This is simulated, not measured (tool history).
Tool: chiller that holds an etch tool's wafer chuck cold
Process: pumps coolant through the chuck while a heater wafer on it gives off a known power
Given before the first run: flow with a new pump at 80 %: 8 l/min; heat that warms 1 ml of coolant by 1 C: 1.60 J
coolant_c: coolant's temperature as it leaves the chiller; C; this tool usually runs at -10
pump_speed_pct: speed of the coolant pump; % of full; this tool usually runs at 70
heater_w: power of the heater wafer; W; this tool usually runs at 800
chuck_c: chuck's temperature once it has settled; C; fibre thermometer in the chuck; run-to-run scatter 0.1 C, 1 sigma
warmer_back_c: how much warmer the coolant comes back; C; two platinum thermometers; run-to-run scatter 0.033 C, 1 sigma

run      day  coolant_c  pump_speed_pct  heater_w  chuck_c  warmer_back_c
  1    0.000        -10              70       800      2.1           5.06
  2    6.596        -10              70       800      2.1           5.09
  3   13.717        -10              70       800      2.3           5.06
  4   21.642        -10              70       834      1.2           4.51
  5   27.408        -10              70      1103      3.5           5.97
  6   32.083        -10              70      1103      3.6           5.91
  7   41.529        -10              70       800     -0.4           4.38
  8   49.938        -10             100       800     -3.0           2.89
  9   54.575        -12              70       800     -2.4           4.33
 10   62.875        -10              70       800     -0.3           4.34
 11   67.333        -10              70       429     -5.5           2.36
 12   72.883        -10              94       800     -2.8           3.13
 13   79.488        -10              94       800     -1.9           3.22
 14   88.962        -10              94       800     -1.7           3.25
 15   95.854        -10              94       800     -1.9           3.16
 16  102.992        -10              94       800     -1.9           3.29
 17  107.833        -10              94       800     -1.7           3.21
 18  112.912        -15              64       547     -7.2           3.38
 19  117.058         -1              70       419      4.4           2.34
 20  122.679        -15              70       419     -9.6           2.33
 21  131.733        -15              70       419     -9.8           2.39
 22  138.288        -10              70       413     -4.5           2.31
 23  142.492        -10              70       413     -4.7           2.34
 24  152.033        -10              70       413     -4.7           2.33
 25  159.538        -15              70       800     -4.3           4.59
 26  165.504         -8              70       800      2.6           4.54
 27  170.479         -8              70       800      2.6           4.54
 28  175.367         -8              70       800      2.7           4.57
 29  182.717        -19              70       630    -10.5           3.56
 30  190.121        -14              97       542     -8.6           2.18
 31  194.333        -20              71       800     -9.3           4.57
 32  199.896        -20              71       800     -9.5           4.56

Put back what was entered between runs (4 entries, withheld): which listed runs does each sit between, and how does the hidden state differ from the listed run before to the listed run after?
Between runs 3 and 4: coolant pump overhauled (day 15.433)
  heat passed by the chuck's channels, % of clean ones': 87.7 -> 87.5; flow at a given pump speed, % of a new pump's: 85.3 -> 100.3; coolant's true temperature over the reading, C: -0.37 -> -0.4
  measured result minus the result with no hidden state, chuck_c: +2.2 -> +0.7 C; warmer_back_c: +0.75 -> -0.01 C
Between runs 4 and 5: coolant changed, channels flushed (day 23.121)
  heat passed by the chuck's channels, % of clean ones': 87.5 -> 99.3; flow at a given pump speed, % of a new pump's: 100.3 -> 100.2; coolant's true temperature over the reading, C: -0.4 -> -0.41
  measured result minus the result with no hidden state, chuck_c: +0.7 -> -0.4 C; warmer_back_c: -0.01 -> -0.01 C
Between runs 6 and 7: chiller's thermometer calibrated (day 40.821)
  heat passed by the chuck's channels, % of clean ones': 99.2 -> 98.9; flow at a given pump speed, % of a new pump's: 100 -> 99.6; coolant's true temperature over the reading, C: -0.43 -> -0.7
  measured result minus the result with no hidden state, chuck_c: -0.3 -> -0.5 C; warmer_back_c: +0.00 -> +0.01 C
Between runs 12 and 13: chiller's thermometer calibrated, once more (day 75.346)
  heat passed by the chuck's channels, % of clean ones': 98 -> 97.8; flow at a given pump speed, % of a new pump's: 98.5 -> 98.2; coolant's true temperature over the reading, C: -0.79 -> 0
  measured result minus the result with no hidden state, chuck_c: -0.6 -> +0.2 C; warmer_back_c: +0.05 -> +0.06 C
